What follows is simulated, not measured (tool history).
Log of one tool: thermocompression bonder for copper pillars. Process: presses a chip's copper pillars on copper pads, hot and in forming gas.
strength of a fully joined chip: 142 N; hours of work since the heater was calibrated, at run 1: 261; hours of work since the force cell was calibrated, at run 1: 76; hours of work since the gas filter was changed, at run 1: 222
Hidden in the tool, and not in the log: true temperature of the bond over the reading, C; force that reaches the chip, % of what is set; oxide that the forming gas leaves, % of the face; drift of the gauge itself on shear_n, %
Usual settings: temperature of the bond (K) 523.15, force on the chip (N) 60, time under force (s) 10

run   hour  temperature of the bond (K)  force on the chip (N)  time under force (s)  hours of work since the heater was calibrated  hours of work since the force cell was calibrated  hours of work since the gas filter was changed  force that shears a chip off (N)
  1      0                       523.15                     60                    10                                            261                                                 76                                             222                                68
  2   24.4                       523.15                     60                    10                                            271                                                 86                                             232                              69.1
  3   35.8                       523.15                     60                    10                                            276                                                 90                                             236                              68.2
  4   58.7                       523.15                     60                    10                                            285                                                100                                             245                              67.5
  5   73.9                       523.15                     60                    10                                            291                                                106                                             252                              66.5
      99.5  -- forming gas filter changed
  6  100.9                       523.15                     60                    10                                            302                                                116                                               1                              73.8
  7  111.6                       523.15                     60                    10                                            306                                                121                                               5                              74.4
  8  130.8                       523.15                     60                    10                                            314                                                129                                              13                                74
  9  144.1                       523.15                     60                    10                                            319                                                134                                              18                              73.9
 10    168                       501.15                     60                    10                                            329                                                144                                              28                              51.1
 11  179.3                       501.15                     60                    10                                            334                                                148                                              32                              51.5
 12    195                       501.15                     60                    10                                            340                                                155                                              39                                51
 13  205.9                       501.15                     60                    10                                            344                                                159                                              43                              50.5
 14  221.3                       501.15                     60                    10                                            351                                                165                                              49                              51.2
 15  240.9                       523.15                     60                    18                                            359                                                173                                              57                              87.1
 16  253.7                       523.15                     60                    18                                            364                                                178                                              62                              87.4
 17  271.3                       523.15                     60                    18                                            371                                                185                                              70                              86.1
 18  295.8                       523.15                     60                    10                                            381                                                195                                              79                              70.6
 19  307.2                       523.15                     60                    10                                            385                                                200                                              84                                72
 20  318.9                       523.15                     60                    10                                            390                                                205                                              89                              71.1
 21  335.7                       523.15                     60                    10                                            397                                                211                                              96                                71
 22  359.1                       523.15                     60                    17                                            406                                                221                                             105                              83.5
 23  372.2                       498.15                     60                     6                                            412                                                226                                             110                              37.3
 24    386                       498.15                     59                    30                                            417                                                232                                             116                              69.7
 25  402.7                       498.15                     59                    30                                            424                                                239                                             123                              69.6
 26  416.3                       536.15                     40                    26                                            429                                                244                                             128                              89.8
 27  440.6                       518.15                     39                     6                                            439                                                254                                             138                              38.1
 28  466.3                       520.15                     47                     8                                            450                                                264                                             148                              51.8
 29  483.6                       520.15                     47                     8                                            457                                                271                                             155                              51.3
 30  500.6                       544.15                     48                    13                                            464                                                278                                             162                              86.4
 31    519                       516.15                     67                     8                                            471                                                286                                             170                              59.5
 32  539.5                       516.15                     67                    28                                            479                                                294                                             178                              90.5
 33    554                       495.15                     60                    10                                            485                                                300                                             184                                43
 34  574.4                       503.15                     62                     8                                            493                                                308                                             192                                46
 35  597.4                       503.15                     78                    11                                            503                                                317                                             201                              60.3
 36  610.1                       523.15                     43                    10                                            508                                                323                                             207                                54
 37  624.4                       523.15                     43                    13                                            514                                                328                                             212                              59.6
 38  641.7                       542.15                     53                    15                                            521                                                335                                             219                              91.4
 39  661.3                       505.15                     43                     7                                            529                                                343                                             227                              34.4
 40  680.7                       509.15                     81                     6                                            536                                                351                                             235                                54
 41  695.9                       541.15                     50                    27                                            543                                                357                                             241                              98.5

Hidden state or all else? Some run-to-run changes of force that shears a chip off (N), split into what the settings, what came in and random variation would give without the hidden state, and what is left for the hidden state (with any gauge scatter that isn't in both results):
Run 5 -> 6: forming gas filter changed. force that shears a chip off (N) +7.3: hidden state +6.9, all else +0.4.
Run 26 -> 27: temperature of the bond (K) 536.15 -> 518.15, force on the chip (N) 40 -> 39, time under force (s) 26 -> 6. force that shears a chip off (N) -51.7: hidden state +2.9, all else -54.6.
Run 32 -> 33: temperature of the bond (K) 516.15 -> 495.15, force on the chip (N) 67 -> 60, time under force (s) 28 -> 10. force that shears a chip off (N) -47.5: hidden state +3.8, all else -51.3.
Run 38 -> 39: temperature of the bond (K) 542.15 -> 505.15, force on the chip (N) 53 -> 43, time under force (s) 15 -> 7. force that shears a chip off (N) -57: hidden state +5.6, all else -62.6.
Run 40 -> 41: temperature of the bond (K) 509.15 -> 541.15, force on the chip (N) 81 -> 50, time under force (s) 6 -> 27. force that shears a chip off (N) +44.5: hidden state -4.4, all else +48.9.

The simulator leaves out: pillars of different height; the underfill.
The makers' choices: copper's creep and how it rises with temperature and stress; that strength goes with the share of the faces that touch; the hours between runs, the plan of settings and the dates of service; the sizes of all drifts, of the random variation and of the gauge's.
